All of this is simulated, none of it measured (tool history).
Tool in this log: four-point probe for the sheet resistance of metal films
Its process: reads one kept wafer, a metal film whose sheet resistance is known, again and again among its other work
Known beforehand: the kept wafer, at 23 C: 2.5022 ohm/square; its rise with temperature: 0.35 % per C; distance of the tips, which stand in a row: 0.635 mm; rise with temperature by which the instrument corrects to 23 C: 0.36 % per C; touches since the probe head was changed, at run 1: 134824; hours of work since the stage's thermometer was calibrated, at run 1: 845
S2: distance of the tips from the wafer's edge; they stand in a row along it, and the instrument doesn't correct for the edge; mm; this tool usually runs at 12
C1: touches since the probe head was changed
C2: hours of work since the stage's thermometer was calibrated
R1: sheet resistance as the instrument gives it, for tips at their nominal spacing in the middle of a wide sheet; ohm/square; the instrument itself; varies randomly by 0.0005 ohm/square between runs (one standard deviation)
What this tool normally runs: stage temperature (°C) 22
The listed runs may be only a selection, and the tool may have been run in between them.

Run 1, hour 0: usual settings; C1 134824; C2 845. Result: R1 2.504714 ohm/square.
Run 2, hour 93.4: usual settings; C1 139381; C2 901. Result: R1 2.505523 ohm/square.
Run 3, hour 187.9: usual settings but S2 10 mm; C1 143997; C2 956. Result: R1 2.507928 ohm/square.
Run 4, hour 232.6: usual settings; C1 146181; C2 983. Result: R1 2.505483 ohm/square.
Run 5, hour 301.1: usual settings; C1 149521; C2 1023. Result: R1 2.505549 ohm/square.
Run 6, hour 404.9: usual settings; C1 154591; C2 1085. Result: R1 2.506168 ohm/square.
Run 7, hour 465.4: usual settings; C1 157544; C2 1120. Result: R1 2.504988 ohm/square.
Run 8, hour 513.1: usual settings; C1 159871; C2 1149. Result: R1 2.505266 ohm/square.
Run 9, hour 584.8: usual settings but stage temperature (°C) 33; C1 163373; C2 1191. Result: R1 2.502771 ohm/square.
At hour 601: new probe head fitted.
Run 10, hour 656.6: usual settings but S2 73 mm; C1 2714; C2 1233. Result: R1 2.50197 ohm/square.
Run 11, hour 741.5: usual settings but stage temperature (°C) 28, S2 73 mm; C1 6860; C2 1283. Result: R1 2.500683 ohm/square.
Run 12, hour 848.3: usual settings; C1 12076; C2 1346. Result: R1 2.505375 ohm/square.
Run 13, hour 950.3: usual settings but S2 8 mm; C1 17055; C2 1407. Result: R1 2.510248 ohm/square.
Run 14, hour 1015.5: usual settings but stage temperature (°C) 34, S2 8 mm; C1 20235; C2 1445. Result: R1 2.508306 ohm/square.
Run 15, hour 1083.4: usual settings but stage temperature (°C) 34, S2 8 mm; C1 23554; C2 1485. Result: R1 2.507299 ohm/square.
Run 16, hour 1128.3: usual settings but stage temperature (°C) 34, S2 8 mm; C1 25746; C2 1512. Result: R1 2.507661 ohm/square.
Run 17, hour 1226.1: usual settings but stage temperature (°C) 34, S2 8 mm; C1 30517; C2 1570. Result: R1 2.507149 ohm/square.
Run 18, hour 1302.2: usual settings but stage temperature (°C) 26, S2 8 mm; C1 34233; C2 1615. Result: R1 2.510297 ohm/square.
Run 19, hour 1377.8: usual settings but stage temperature (°C) 26, S2 8 mm; C1 37922; C2 1659. Result: R1 2.50943 ohm/square.
Run 20, hour 1447.1: usual settings but stage temperature (°C) 26, S2 8 mm; C1 41308; C2 1700. Result: R1 2.509722 ohm/square.
Run 21, hour 1533.9: usual settings but S2 7 mm; C1 45546; C2 1751. Result: R1 2.513787 ohm/square.
Run 22, hour 1644.6: usual settings but S2 7 mm; C1 50948; C2 1817. Result: R1 2.512198 ohm/square.
Run 23, hour 1745.2: usual settings but stage temperature (°C) 31, S2 60 mm; C1 55861; C2 1876. Result: R1 2.49993 ohm/square.
Run 24, hour 1802.1: usual settings but stage temperature (°C) 21; C1 58635; C2 1910. Result: R1 2.506406 ohm/square.
Run 25, hour 1864.8: usual settings but stage temperature (°C) 30, S2 49 mm; C1 61700; C2 1947. Result: R1 2.500877 ohm/square.
Run 26, hour 1968.3: usual settings but stage temperature (°C) 30, S2 49 mm; C1 66749; C2 2008. Result: R1 2.499157 ohm/square.
Run 27, hour 2054.1: usual settings but stage temperature (°C) 27, S2 49 mm; C1 70937; C2 2059. Result: R1 2.501631 ohm/square.
Run 28, hour 2122.7: usual settings but stage temperature (°C) 27, S2 49 mm; C1 74288; C2 2099. Result: R1 2.500315 ohm/square.
Run 29, hour 2200.1: usual settings but stage temperature (°C) 27, S2 49 mm; C1 78068; C2 2145. Result: R1 2.501234 ohm/square.
Run 30, hour 2247.2: usual settings but stage temperature (°C) 27, S2 49 mm; C1 80365; C2 2173. Result: R1 2.500635 ohm/square.
Run 31, hour 2318.5: usual settings but stage temperature (°C) 27, S2 49 mm; C1 83848; C2 2215. Result: R1 2.501029 ohm/square.
Run 32, hour 2385.6: usual settings but S2 45 mm; C1 87123; C2 2255. Result: R1 2.501472 ohm/square.
Run 33, hour 2483.9: usual settings but stage temperature (°C) 20, S2 21 mm; C1 91921; C2 2313. Result: R1 2.504178 ohm/square.
Run 34, hour 2547.7: usual settings but S2 25 mm; C1 95039; C2 2351. Result: R1 2.502574 ohm/square.
Run 35, hour 2599.8: usual settings but stage temperature (°C) 33; C1 97580; C2 2381. Result: R1 2.502956 ohm/square.
Run 36, hour 2708.8: usual settings but stage temperature (°C) 33; C1 102902; C2 2446. Result: R1 2.503768 ohm/square.
Run 37, hour 2753.5: usual settings but stage temperature (°C) 20, S2 3 mm; C1 105082; C2 2472. Result: R1 2.561115 ohm/square.
Run 38, hour 2830.2: usual settings but stage temperature (°C) 20, S2 3 mm; C1 108826; C2 2518. Result: R1 2.561524 ohm/square.
Run 39, hour 2924.3: usual settings but stage temperature (°C) 20, S2 3 mm; C1 113420; C2 2573. Result: R1 2.5619 ohm/square.
Run 40, hour 3026.2: usual settings but stage temperature (°C) 20, S2 3 mm; C1 118398; C2 2634. Result: R1 2.56149 ohm/square.
Run 41, hour 3098: usual settings but stage temperature (°C) 23, S2 4 mm; C1 121904; C2 2676. Result: R1 2.535991 ohm/square.
Run 42, hour 3183.4: usual settings but stage temperature (°C) 23, S2 4 mm; C1 126069; C2 2726. Result: R1 2.534938 ohm/square.
Run 43, hour 3236: usual settings but stage temperature (°C) 24, S2 11 mm; C1 128637; C2 2757. Result: R1 2.506612 ohm/square.
At hour 3294.7: stage's thermometer calibrated.
Run 44, hour 3296.4: usual settings but stage temperature (°C) 25, S2 9 mm; C1 131564; C2 1. Result: R1 2.506311 ohm/square.

Each run again, without the hidden state but with its own random variation kept:
The hidden state here: inner tips' distance over the nominal, %; tips' flats over new ones', %; wafer's true temperature over the reading, C; drift of the gauge itself on sheet_ohm, %.
run        R1
  1  2.505167
  2  2.505985
  3  2.508399
  4  2.505958
  5  2.506032
  6   2.50666
  7  2.505486
  8  2.505768
  9  2.503282
 10  2.502309
 11   2.50103
 12  2.505732
 13  2.510615
 14  2.508684
 15  2.507682
 16  2.508047
 17  2.507545
 18  2.510698
 19  2.509837
 20  2.510136
 21  2.514209
 22  2.512629
 23  2.500372
 24  2.506851
 25   2.50133
 26  2.499619
 27  2.502099
 28  2.500789
 29  2.501715
 30  2.501121
 31  2.501522
 32  2.501969
 33  2.504683
 34  2.503085
 35  2.503478
 36  2.504299
 37  2.561654
 38  2.562072
 39  2.562457
 40  2.562057
 41  2.536561
 42  2.535516
 43  2.507189
 44  2.507052
